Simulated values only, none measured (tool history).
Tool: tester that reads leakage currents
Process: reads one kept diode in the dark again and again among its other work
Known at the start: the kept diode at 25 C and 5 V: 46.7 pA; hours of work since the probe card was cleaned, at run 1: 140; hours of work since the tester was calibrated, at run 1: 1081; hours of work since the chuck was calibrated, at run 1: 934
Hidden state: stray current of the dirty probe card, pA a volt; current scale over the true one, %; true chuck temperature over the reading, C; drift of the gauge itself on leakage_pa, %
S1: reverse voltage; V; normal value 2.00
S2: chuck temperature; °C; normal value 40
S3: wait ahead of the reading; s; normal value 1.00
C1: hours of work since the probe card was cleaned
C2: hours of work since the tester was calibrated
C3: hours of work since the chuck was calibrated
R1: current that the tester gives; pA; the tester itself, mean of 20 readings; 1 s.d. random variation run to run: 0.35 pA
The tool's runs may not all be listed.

run,hour,S1,S2,S3,C1,C2,C3,R1
1,0.0,2.00,40,1.00,140,1081,934,118.47
2,84.8,2.00,40,1.00,205,1146,999,118.60
3,149.4,2.00,40,1.00,255,1196,1049,119.68
4,200.5,12.22,40,1.00,294,1235,1088,290.89
5,295.6,12.22,40,1.00,367,1308,1161,294.74
6,391.8,12.22,40,0.92,441,1382,1235,299.45
7,449.2,12.22,40,0.92,486,1427,1280,301.06
8,553.9,1.75,40,0.92,566,1507,1360,114.43
9,643.7,1.75,40,0.92,635,1576,1429,114.32
10,697.9,1.75,40,0.92,677,1618,1471,115.17
11,778.8,2.00,40,1.00,739,1680,1533,123.24
12,839.4,2.00,25,0.72,786,1727,1580,36.42
# hour 847.9: tester calibrated
13,926.1,1.96,25,0.72,851,60,1645,36.51
14,1021.8,7.42,25,1.57,925,134,1719,78.61
15,1130.1,19.84,31,0.38,1008,217,1802,233.31
# hour 1197.1: probe card cleaned and baked
16,1247.6,1.57,32,1.00,39,305,1890,54.63
# hour 1284.5: tester calibrated, once more
17,1327.2,2.00,28,1.21,99,33,1950,42.14
18,1391.8,8.12,39,1.70,148,83,2000,217.27
19,1455.4,2.00,35,2.59,197,132,2049,77.71
20,1558.7,11.50,29,0.96,277,211,2128,116.84
21,1659.0,11.50,29,0.96,354,288,2205,119.08

Predict each of these 4 candidate next runs independently; none follows another, all start after run 21:
# hour 1736.2: chuck's temperature calibrated
A,1749.0,11.78,26,0.96,422,356,10,?
# hour 1736.2: chuck's temperature calibrated
B,1749.0,5.01,40,8.83,422,356,10,?
# hour 1736.2: chuck's temperature calibrated
C,1749.0,5.50,22,1.39,422,356,10,?
# hour 1736.2: chuck's temperature calibrated
D,1749.0,2.18,29,0.43,422,356,10,?

run,R1
A,94.55
B,186.33
C,44.48
D,49.60
With no hidden state in the tool, these same runs would have given:
run,R1
A,80.92
B,179.29
C,38.09
D,46.81
